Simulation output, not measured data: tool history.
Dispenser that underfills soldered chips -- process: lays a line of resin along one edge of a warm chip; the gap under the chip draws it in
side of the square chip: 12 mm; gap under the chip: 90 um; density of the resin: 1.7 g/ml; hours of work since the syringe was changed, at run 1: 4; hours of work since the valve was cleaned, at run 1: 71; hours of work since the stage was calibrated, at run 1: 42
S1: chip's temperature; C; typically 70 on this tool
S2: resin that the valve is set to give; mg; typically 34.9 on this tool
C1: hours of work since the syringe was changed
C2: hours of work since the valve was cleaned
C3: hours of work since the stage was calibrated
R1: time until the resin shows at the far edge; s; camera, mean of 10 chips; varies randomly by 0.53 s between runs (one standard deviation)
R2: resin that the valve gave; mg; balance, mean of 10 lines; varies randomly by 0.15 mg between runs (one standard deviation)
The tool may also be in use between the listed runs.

run   hour  S1    S2  C1   C2   C3     R1     R2
  1    0.0  70  34.9   4   71   42   52.3  33.37
  2    5.6  75  34.9   7   74   46   50.9  33.26
      10.2  -- new syringe of resin
  3   13.6  75  34.9   2   79   51   38.9  33.16
  4   21.7  75  34.9   7   84   56   51.8  33.54
      26.7  -- new syringe of resin
  5   28.6  63  34.9   1   88   60   64.5  33.08
  6   35.0  63  34.9   5   92   64   81.8  33.25
  7   41.3  79  34.9   9   96   68   47.5  32.95
      42.7  -- new syringe of resin
  8   49.1  79  34.9   4  101   73   37.2  32.74
  9   53.3  70  41.6   7  103   75   62.9  38.93
      59.3  -- new syringe of resin
 10   62.0  70  38.2   2  109   80   47.6  35.73
      67.8  -- dispensing valve cleaned and set on the balance
 11   70.9  70  38.2   7    2   85   63.6  37.98
      76.8  -- new syringe of resin
 12   76.8  70  34.9   0    5   89   43.8  34.83
 13   84.4  70  34.9   5   10   94   57.5  34.94
 14   92.0  70  34.9  10   15   98   74.0  34.69
      92.9  -- new syringe of resin
 15  100.6  70  30.3   5   20  104   58.1  29.91
 16  108.4  70  30.3  10   25  108   77.2  29.68
     109.0  -- new syringe of resin
 17  113.5  70  30.3   3   28  111   51.3  29.64
 18  120.2  70  30.3   7   32  116   66.3  29.80
     124.8  -- new syringe of resin
 19  124.8  70  30.3   0   35  118   43.4  29.49
 20  129.1  70  30.3   3   38  121   51.5  29.45
 21  135.2  82  43.4   6   41  125   35.4  42.72
     140.7  -- new syringe of resin
 22  141.6  82  43.4   1   45  129   24.9  41.81
 23  149.9  82  43.4   6   50  134   34.6  41.84
     156.6  -- new syringe of resin
 24  157.5  82  43.4   1   55  138   25.2  42.13
 25  161.6  63  40.9   3   58  141   69.3  39.64
 26  168.1  60  36.3   7   62  145  104.4  35.16
     172.4  -- new syringe of resin
 27  172.4  70  34.1   0   64  148   43.0  32.83
 28  176.1  58  42.8   2   66  150   86.3  41.28
 29  183.2  64  37.5   7   71  154   82.5  35.92
     188.4  -- new syringe of resin
 30  191.8  64  37.5   2   76  159   63.8  35.70
 31  195.3  65  30.2   4   78  162   69.5  28.98

Estimate the outcome of run 32 from the log above:
 32  200.8  78  38.5   8  82  165   ?   ?

{"run 32": {"R1": 45.4, "R2": 36.72}}
With the hidden condition absent and the run-to-run variation left alone, this run would have shown R1 29.3 s, R2 38.56 mg.
